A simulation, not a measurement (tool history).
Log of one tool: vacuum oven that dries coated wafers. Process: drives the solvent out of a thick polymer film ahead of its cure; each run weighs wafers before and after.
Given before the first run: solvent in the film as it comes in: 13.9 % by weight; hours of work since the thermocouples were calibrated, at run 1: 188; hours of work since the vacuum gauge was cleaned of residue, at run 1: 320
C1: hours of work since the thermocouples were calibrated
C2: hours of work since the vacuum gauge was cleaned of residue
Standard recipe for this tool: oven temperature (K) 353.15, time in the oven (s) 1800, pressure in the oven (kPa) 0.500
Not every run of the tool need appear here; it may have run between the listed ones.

{"run": 1, "hour": 0.0, "oven temperature (K)": 353.15, "time in the oven (s)": 1800, "pressure in the oven (kPa)": 0.5, "C1": 188, "C2": 320, "solvent left in the film (%)": 2.81}
{"run": 2, "hour": 14.8, "oven temperature (K)": 353.15, "time in the oven (s)": 2160, "pressure in the oven (kPa)": 0.5, "C1": 200, "C2": 331, "solvent left in the film (%)": 2.26}
{"run": 3, "hour": 26.5, "oven temperature (K)": 353.15, "time in the oven (s)": 2160, "pressure in the oven (kPa)": 0.5, "C1": 208, "C2": 340, "solvent left in the film (%)": 2.24}
{"run": 4, "hour": 34.4, "oven temperature (K)": 353.15, "time in the oven (s)": 2160, "pressure in the oven (kPa)": 0.5, "C1": 214, "C2": 346, "solvent left in the film (%)": 2.18}
{"run": 5, "hour": 45.0, "oven temperature (K)": 353.15, "time in the oven (s)": 2160, "pressure in the oven (kPa)": 0.5, "C1": 222, "C2": 354, "solvent left in the film (%)": 2.2}
{"run": 6, "hour": 53.6, "oven temperature (K)": 353.15, "time in the oven (s)": 2220, "pressure in the oven (kPa)": 0.5, "C1": 229, "C2": 360, "solvent left in the film (%)": 2.14}
{"run": 7, "hour": 61.4, "oven temperature (K)": 353.15, "time in the oven (s)": 1800, "pressure in the oven (kPa)": 0.5, "C1": 235, "C2": 366, "solvent left in the film (%)": 2.79}
{"run": 8, "hour": 75.0, "oven temperature (K)": 353.15, "time in the oven (s)": 1800, "pressure in the oven (kPa)": 0.5, "C1": 245, "C2": 376, "solvent left in the film (%)": 2.9}
{"run": 9, "hour": 85.4, "oven temperature (K)": 353.15, "time in the oven (s)": 1800, "pressure in the oven (kPa)": 0.698, "C1": 253, "C2": 384, "solvent left in the film (%)": 2.99}
{"run": 10, "hour": 97.3, "oven temperature (K)": 353.15, "time in the oven (s)": 1800, "pressure in the oven (kPa)": 0.698, "C1": 262, "C2": 393, "solvent left in the film (%)": 2.92}
{"run": 11, "hour": 106.8, "oven temperature (K)": 353.15, "time in the oven (s)": 1800, "pressure in the oven (kPa)": 0.698, "C1": 269, "C2": 400, "solvent left in the film (%)": 2.96}
{"run": 12, "hour": 113.4, "oven temperature (K)": 353.15, "time in the oven (s)": 1800, "pressure in the oven (kPa)": 0.698, "C1": 274, "C2": 406, "solvent left in the film (%)": 2.94}
{"run": 13, "hour": 126.1, "oven temperature (K)": 361.15, "time in the oven (s)": 1800, "pressure in the oven (kPa)": 0.5, "C1": 284, "C2": 415, "solvent left in the film (%)": 1.21}
{"run": 14, "hour": 134.8, "oven temperature (K)": 339.15, "time in the oven (s)": 1800, "pressure in the oven (kPa)": 0.5, "C1": 290, "C2": 422, "solvent left in the film (%)": 6.77}
{"run": 15, "hour": 141.7, "oven temperature (K)": 353.15, "time in the oven (s)": 1800, "pressure in the oven (kPa)": 0.77, "C1": 295, "C2": 427, "solvent left in the film (%)": 2.99}
{"run": 16, "hour": 147.8, "oven temperature (K)": 353.15, "time in the oven (s)": 1800, "pressure in the oven (kPa)": 0.77, "C1": 300, "C2": 431, "solvent left in the film (%)": 3.07}
{"run": 17, "hour": 155.2, "oven temperature (K)": 353.15, "time in the oven (s)": 1800, "pressure in the oven (kPa)": 0.5, "C1": 306, "C2": 437, "solvent left in the film (%)": 2.97}
{"run": 18, "hour": 169.3, "oven temperature (K)": 361.15, "time in the oven (s)": 1800, "pressure in the oven (kPa)": 0.5, "C1": 316, "C2": 448, "solvent left in the film (%)": 1.04}
{"run": 19, "hour": 180.0, "oven temperature (K)": 361.15, "time in the oven (s)": 1800, "pressure in the oven (kPa)": 0.5, "C1": 324, "C2": 456, "solvent left in the film (%)": 1.12}
{"run": 20, "hour": 192.0, "oven temperature (K)": 353.15, "time in the oven (s)": 1800, "pressure in the oven (kPa)": 0.5, "C1": 333, "C2": 465, "solvent left in the film (%)": 2.98}
{"run": 21, "hour": 200.2, "oven temperature (K)": 353.15, "time in the oven (s)": 1800, "pressure in the oven (kPa)": 0.5, "C1": 339, "C2": 471, "solvent left in the film (%)": 2.91}
{"run": 22, "hour": 209.9, "oven temperature (K)": 353.15, "time in the oven (s)": 1800, "pressure in the oven (kPa)": 0.5, "C1": 347, "C2": 478, "solvent left in the film (%)": 2.86}
{"run": 23, "hour": 217.6, "oven temperature (K)": 353.15, "time in the oven (s)": 1800, "pressure in the oven (kPa)": 0.5, "C1": 353, "C2": 484, "solvent left in the film (%)": 2.94}

What will run 24 give?
{"run": 24, "hour": 226.9, "oven temperature (K)": 353.15, "time in the oven (s)": 1800, "pressure in the oven (kPa)": 1.842, "C1": 360, "C2": 491, "solvent left in the film (%)": "?"}

{"run 24": {"solvent left in the film (%)": 3.48}}
Minus the tool's unlogged condition, the same run would have read solvent left in the film (%) 3.41.
